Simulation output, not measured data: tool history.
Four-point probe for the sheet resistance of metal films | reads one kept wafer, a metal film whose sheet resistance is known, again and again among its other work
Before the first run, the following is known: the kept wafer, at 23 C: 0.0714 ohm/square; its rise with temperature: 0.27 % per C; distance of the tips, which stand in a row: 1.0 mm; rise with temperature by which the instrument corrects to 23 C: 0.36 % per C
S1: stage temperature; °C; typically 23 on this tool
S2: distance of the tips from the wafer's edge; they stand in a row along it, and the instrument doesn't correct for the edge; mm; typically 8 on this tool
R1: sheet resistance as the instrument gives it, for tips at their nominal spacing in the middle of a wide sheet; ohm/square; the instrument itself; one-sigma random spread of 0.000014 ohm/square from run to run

| run | hour | S1 | S2 | R1 |
|---|---|---|---|---|
| 1 | 0 | 23 | 8 | 0.072211 |
| 2 | 30.3 | 23 | 8 | 0.072192 |
| 3 | 60.8 | 23 | 8 | 0.072223 |
| 4 | 127 | 23 | 8 | 0.072256 |
| 5 | 174.1 | 25 | 8 | 0.072126 |
| 6 | 205.1 | 25 | 8 | 0.072097 |
| 7 | 255.7 | 25 | 8 | 0.072116 |
| 8 | 306.7 | 25 | 8 | 0.072146 |
| 9 | 369.9 | 25 | 8 | 0.07214 |
| 10 | 436.7 | 25 | 8 | 0.072165 |
| 11 | 471.3 | 25 | 8 | 0.072167 |
| 12 | 528 | 25 | 8 | 0.072164 |
| 13 | 573.1 | 27 | 8 | 0.072035 |
| 14 | 626.2 | 23 | 9 | 0.072227 |
| 15 | 680.5 | 23 | 9 | 0.072218 |
| 16 | 711.2 | 23 | 24 | 0.071827 |
| 17 | 769.7 | 23 | 24 | 0.071869 |
| 18 | 816.1 | 23 | 34 | 0.071825 |
| 19 | 858.6 | 18 | 54 | 0.072164 |
| 20 | 924.1 | 19 | 17 | 0.072228 |
| 21 | 959.1 | 23 | 10 | 0.072203 |
| 22 | 1018.2 | 23 | 30 | 0.071852 |
| 23 | 1087.3 | 19 | 3 | 0.076179 |
| 24 | 1138.8 | 30 | 10 | 0.071749 |
| 25 | 1173.5 | 20 | 12 | 0.072369 |
| 26 | 1236.5 | 20 | 12 | 0.072342 |
| 27 | 1288.6 | 20 | 12 | 0.072379 |
| 28 | 1318.3 | 20 | 12 | 0.072374 |
| 29 | 1385.4 | 23 | 5 | 0.07344 |
| 30 | 1439.8 | 23 | 38 | 0.071931 |
| 31 | 1495.5 | 24 | 6 | 0.07293 |
| 32 | 1537.2 | 27 | 4 | 0.074012 |

4 ways to go on from here, each from the tool as it stands after run 32. What would each give?
| A | 1603.4 | 27 | 23 | ? |
| B | 1603.4 | 24 | 6 | ? |
| C | 1603.4 | 23 | 12 | ? |
| D | 1603.4 | 27 | 58 | ? |

| run | R1 |
|---|---|
| A | 0.071767 |
| B | 0.072939 |
| C | 0.072231 |
| D | 0.07171 |
Had the tool no hidden state, the same runs would have come out as:
| run | R1 |
|---|---|
| A | 0.071204 |
| B | 0.072367 |
| C | 0.071665 |
| D | 0.071147 |
